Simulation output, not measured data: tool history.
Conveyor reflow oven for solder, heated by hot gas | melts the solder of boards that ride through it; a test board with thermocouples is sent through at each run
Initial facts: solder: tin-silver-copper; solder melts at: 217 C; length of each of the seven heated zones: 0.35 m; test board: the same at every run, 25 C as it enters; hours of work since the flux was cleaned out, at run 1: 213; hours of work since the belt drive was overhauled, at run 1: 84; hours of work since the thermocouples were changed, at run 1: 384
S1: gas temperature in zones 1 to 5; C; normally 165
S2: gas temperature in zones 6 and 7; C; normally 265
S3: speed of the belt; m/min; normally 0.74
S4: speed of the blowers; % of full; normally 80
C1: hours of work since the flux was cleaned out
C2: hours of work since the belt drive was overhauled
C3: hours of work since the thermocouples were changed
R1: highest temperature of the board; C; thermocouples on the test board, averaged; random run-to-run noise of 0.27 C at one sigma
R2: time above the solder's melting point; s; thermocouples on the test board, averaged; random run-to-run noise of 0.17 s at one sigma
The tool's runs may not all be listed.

run	hour	S1	S2	S3	S4	C1	C2	C3	R1	R2
1	0	165	265	0.74	80	213	84	384	248.6	38.7
2	51.7	165	265	0.74	80	236	108	408	248.1	38.7
3	110.7	165	265	0.74	80	264	135	435	248.1	38
# hour 125.9: flux residue cleaned out of gas plates and filters
4	184.5	165	265	0.74	80	27	167	467	250.3	40.3
5	230.4	165	277	0.74	80	48	188	488	261.3	44.9
6	262.2	162	265	0.74	80	63	202	503	249.6	38.8
7	310.9	165	265	0.731	80	85	225	525	250.5	40.5
8	350.7	165	265	0.731	80	103	243	543	250.6	40.1
9	382.3	153	265	0.74	80	118	258	558	247.5	35.8
10	436.1	153	265	0.74	80	143	282	582	247.2	35.3
11	502.8	153	265	0.74	80	173	313	613	247.1	35.4
12	566.1	153	265	0.74	80	202	342	642	246.7	35.1
13	607.6	165	260	0.74	80	222	361	661	243.9	35.9
14	672.2	165	260	0.74	80	251	391	691	243.6	35.4
# hour 716.2: flux residue cleaned out of gas plates and filters
15	744.8	165	265	0.74	80	13	422	722	250.6	40.2
16	806.6	169	265	0.74	80	42	450	751	250.6	41.4
17	847.9	156	266	0.74	80	61	469	770	249.6	37.8
18	912.5	155	258	0.74	80	90	499	799	241.5	32.5
19	981	155	258	0.74	80	122	531	831	241.2	32.1
20	1012.8	169	264	0.74	80	136	545	845	248.6	40
21	1052.9	165	274	0.625	80	155	564	864	261.5	55
22	1116.7	165	265	0.795	80	184	593	893	246.2	34.4
23	1181.7	179	265	0.614	61	214	623	923	252.7	54.7
24	1226.6	165	265	0.709	80	235	644	944	248.8	41.5
25	1273.2	152	266	0.74	80	256	665	965	246.2	34.7
# hour 1305: flux residue cleaned out of gas plates and filters
# hour 1321.1: thermocouples of zones 6 and 7 changed
26	1331.5	176	266	0.658	68	11	689	5	255.6	52
27	1385	176	258	0.849	68	36	713	29	241.3	31.1
28	1452.6	154	258	0.693	68	67	744	60	243.2	35.7
29	1488.3	168	256	0.884	57	83	761	77	233.6	21.3
30	1531.2	165	265	0.676	80	103	780	97	253.5	46.3

Alternative continuations, all from the tool just after run 30; predict every row:
A	1594.7	165	275	0.676	80	132	810	126	?	?
B	1594.7	172	265	0.74	80	132	810	126	?	?
C	1594.7	165	262	0.74	80	132	810	126	?	?
D	1594.7	156	266	0.74	61	132	810	126	?	?
E	1594.7	163	265	0.676	80	132	810	126	?	?

run	R1	R2
A	263	50.7
B	251.3	42.6
C	247.6	38.6
D	246.2	35.2
E	253	45.5
Stripped of hidden state, with their random variation kept, the same runs would have yielded:
run	R1	R2
A	264	50.7
B	252.4	42.9
C	248.7	39.1
D	247.3	35.7
E	254	45.8
